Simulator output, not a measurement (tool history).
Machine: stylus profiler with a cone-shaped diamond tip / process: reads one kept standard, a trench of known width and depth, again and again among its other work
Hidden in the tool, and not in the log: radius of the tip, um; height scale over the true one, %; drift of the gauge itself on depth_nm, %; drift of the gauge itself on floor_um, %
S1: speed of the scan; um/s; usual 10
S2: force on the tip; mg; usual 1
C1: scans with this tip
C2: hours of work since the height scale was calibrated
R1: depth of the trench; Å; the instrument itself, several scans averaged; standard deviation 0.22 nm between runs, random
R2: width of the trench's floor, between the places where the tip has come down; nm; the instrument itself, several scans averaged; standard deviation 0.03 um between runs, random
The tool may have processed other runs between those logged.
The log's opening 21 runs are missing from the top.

run	day	S1	S2	C1	C2	R1	R2
22	32.4	10	1	12865	1730	10013.2	14720
23	34.067	10	1	13043	1754	10007.8	14650
# day 34.267: height scale calibrated on a step standard
24	36.262	10	1.33	13274	29	10008.9	14730
25	37.896	8	0.76	13448	52	9999.7	14710
# day 38.271: height scale calibrated on a step standard, once more
26	39.654	8	0.76	13633	20	10038.7	14580
27	40.758	8	0.76	13751	36	10033.1	14640
28	42.621	10	1	13949	62	10042.1	14620
29	43.896	10	0.63	14085	81	10031.5	14620
30	44.838	10	0.63	14185	94	10034.9	14580
31	46.988	19	1.36	14414	125	10051.7	14540
32	49.158	19	1.36	14646	156	10047.8	14500
33	50.112	19	1.36	14747	170	10043.5	14520
34	51.988	19	1.36	14947	196	10046.4	14460
35	53.817	27	1.46	15142	223	10046.4	14440
36	55.192	27	1.46	15288	242	10045	14400
37	57.417	13	0.43	15525	274	10018.4	14410
38	58.867	7	0.46	15679	295	10019.2	14380
39	60.558	7	0.46	15860	319	10024.8	14410
40	61.475	7	0.46	15958	332	10021	14460
41	62.854	7	0.43	16104	352	10018.6	14400
42	65.008	9	1.99	16334	383	10057.9	14390
43	67.104	7	1.79	16557	413	10051.1	14340
44	69.229	7	1.79	16783	443	10053.6	14350
45	70.754	7	1.79	16946	465	10052.2	14320
46	71.733	4	1.77	17050	479	10054.1	14370

Alternative continuations, all from the tool just after run 46; predict every row:
A	72.679	37	0.86	17151	493	?	?
B	72.679	9	0.46	17151	493	?	?
C	72.679	5	2.03	17151	493	?	?
D	72.679	2	1.71	17151	493	?	?

run	R1	R2
A	10029.6	14110
B	10021.7	14300
C	10057.2	14330
D	10046.6	14320
Stripped of hidden state, with their random variation kept, the same runs would have yielded:
run	R1	R2
A	10034.2	16300
B	10026.2	16500
C	10061.8	16530
D	10051.2	16520

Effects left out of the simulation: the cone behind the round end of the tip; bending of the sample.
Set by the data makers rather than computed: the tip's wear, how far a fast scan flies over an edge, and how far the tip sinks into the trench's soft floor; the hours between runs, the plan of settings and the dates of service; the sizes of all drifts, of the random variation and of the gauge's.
